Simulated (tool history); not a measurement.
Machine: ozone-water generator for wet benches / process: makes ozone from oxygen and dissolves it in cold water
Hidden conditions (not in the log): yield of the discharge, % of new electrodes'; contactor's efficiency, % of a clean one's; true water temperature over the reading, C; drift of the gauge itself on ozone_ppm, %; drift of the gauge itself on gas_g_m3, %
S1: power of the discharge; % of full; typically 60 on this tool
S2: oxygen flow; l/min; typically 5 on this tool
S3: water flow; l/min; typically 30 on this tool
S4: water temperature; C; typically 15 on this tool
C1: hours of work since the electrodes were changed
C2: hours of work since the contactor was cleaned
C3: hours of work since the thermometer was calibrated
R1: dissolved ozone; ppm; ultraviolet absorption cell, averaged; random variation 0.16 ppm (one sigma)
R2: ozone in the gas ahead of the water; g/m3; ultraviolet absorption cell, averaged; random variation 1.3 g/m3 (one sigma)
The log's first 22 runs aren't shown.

run 23 hour=1041.8 | S1=74 S2=8.3 S3=31 S4=13 | C1=2186 C2=2325 C3=2360 | R1=25.6 R2=218.5
run 24 hour=1086.8 | S1=65 S2=2.82 S3=19 S4=8 | C1=2216 C2=2356 C3=2391 | R1=32.9 R2=354.3
run 25 hour=1129.5 | S1=65 S2=2.82 S3=19 S4=8 | C1=2245 C2=2385 C3=2420 | R1=33.1 R2=353.4
run 26 hour=1181.4 | S1=78 S2=5.95 S3=37 S4=14 | C1=2281 C2=2420 C3=2456 | R1=21.8 R2=270.2
run 27 hour=1209.5 | S1=78 S2=5.95 S3=37 S4=14 | C1=2300 C2=2439 C3=2475 | R1=21.7 R2=269
-- hour=1232.5 gauge calibrated
run 28 hour=1267.5 | S1=78 S2=5.95 S3=37 S4=14 | C1=2340 C2=2479 C3=2514 | R1=21.7 R2=262.6
run 29 hour=1304.8 | S1=66 S2=5.41 S3=44 S4=15 | C1=2365 C2=2504 C3=2540 | R1=15.8 R2=242.7
run 30 hour=1347.9 | S1=66 S2=5.41 S3=44 S4=15 | C1=2394 C2=2534 C3=2569 | R1=15.7 R2=243.2
run 31 hour=1382.3 | S1=60 S2=3.04 S3=30 S4=15 | C1=2418 C2=2557 C3=2592 | R1=18.8 R2=310.5
run 32 hour=1435.8 | S1=48 S2=2.87 S3=44 S4=11 | C1=2454 C2=2593 C3=2629 | R1=10.6 R2=269.8
run 33 hour=1464 | S1=60 S2=7.13 S3=41 S4=15 | C1=2473 C2=2613 C3=2648 | R1=16.2 R2=194.5
run 34 hour=1518.8 | S1=60 S2=7.13 S3=41 S4=15 | C1=2511 C2=2650 C3=2685 | R1=16.2 R2=197.9

3 options for the next run, each taken on its own from the tool as it stands now. Forecast them:
run A hour=1549.5 | S1=60 S2=3.82 S3=30 S4=15 | C1=2532 C2=2671 C3=2706 | R1=? R2=?
run B hour=1549.5 | S1=60 S2=5 S3=31 S4=8 | C1=2532 C2=2671 C3=2706 | R1=? R2=?
run C hour=1549.5 | S1=69 S2=7.13 S3=20 S4=20 | C1=2532 C2=2671 C3=2706 | R1=? R2=?

run=A R1=20 R2=277.7
run=B R1=21.6 R2=236.3
run=C R1=30.1 R2=216.6
The same runs, with their run-to-run variation unchanged, on a tool lacking any hidden condition would have given:
run=A R1=20 R2=275.8
run=B R1=21.6 R2=234.7
run=C R1=30.2 R2=215.2

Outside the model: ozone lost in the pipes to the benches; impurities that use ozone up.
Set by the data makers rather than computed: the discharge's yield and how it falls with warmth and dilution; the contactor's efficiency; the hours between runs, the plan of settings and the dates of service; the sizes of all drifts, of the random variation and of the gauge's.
